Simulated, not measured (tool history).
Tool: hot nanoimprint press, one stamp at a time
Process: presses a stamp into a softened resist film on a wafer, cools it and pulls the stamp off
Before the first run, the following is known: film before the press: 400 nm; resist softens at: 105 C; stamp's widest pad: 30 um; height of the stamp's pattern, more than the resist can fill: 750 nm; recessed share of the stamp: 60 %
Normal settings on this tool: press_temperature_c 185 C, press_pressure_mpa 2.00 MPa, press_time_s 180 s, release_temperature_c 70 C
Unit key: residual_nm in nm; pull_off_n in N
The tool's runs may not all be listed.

run,hour,press_temperature_c,press_pressure_mpa,press_time_s,release_temperature_c,residual_nm,pull_off_n
1,0.0,185,2.00,180,70,225.4,156
# hour 33.3: plate thermocouple calibrated
2,69.5,185,2.00,180,70,224.8,165
3,138.1,185,2.00,180,70,225.2,158
4,180.0,185,1.58,180,70,245.8,158
# hour 231.5: stamp cleaned and given a new release coat
5,257.9,185,1.58,180,70,245.8,159
6,325.9,185,1.58,180,70,244.5,158
7,389.4,185,1.58,180,70,245.2,153
8,477.5,185,1.58,180,70,243.9,151
# hour 539.2: press's hydraulic seals changed and the load cell set to zero
9,554.0,185,2.00,180,70,222.4,152
10,636.1,194,1.27,192,70,209.2,154
# hour 644.0: plate thermocouple calibrated
11,687.0,194,1.55,192,70,191.5,147
12,734.6,194,1.55,192,70,192.5,154
13,781.9,194,1.55,192,70,191.3,162
14,819.1,194,1.31,192,60,206.2,179
15,868.8,194,2.00,180,71,173.7,158
# hour 912.9: stamp cleaned and given a new release coat
16,964.7,194,2.00,180,71,174.0,155
17,1011.3,187,1.40,180,65,241.8,171

Predict each of these 5 candidate next runs independently; none follows another, all start after run 17:
A,1068.7,185,2.00,120,75,?,?
B,1068.7,187,1.58,110,65,?,?
C,1068.7,185,1.24,165,70,?,?
D,1068.7,185,2.75,107,70,?,?
E,1068.7,187,2.03,291,65,?,?

run,residual_nm,pull_off_n
A,248.4,143
B,263.2,168
C,267.8,160
D,229.4,155
E,174.6,166
Had the tool no hidden state, the same runs would have come out as:
run,residual_nm,pull_off_n
A,254.6,142
B,269.7,167
C,274.4,160
D,235.1,154
E,178.9,166

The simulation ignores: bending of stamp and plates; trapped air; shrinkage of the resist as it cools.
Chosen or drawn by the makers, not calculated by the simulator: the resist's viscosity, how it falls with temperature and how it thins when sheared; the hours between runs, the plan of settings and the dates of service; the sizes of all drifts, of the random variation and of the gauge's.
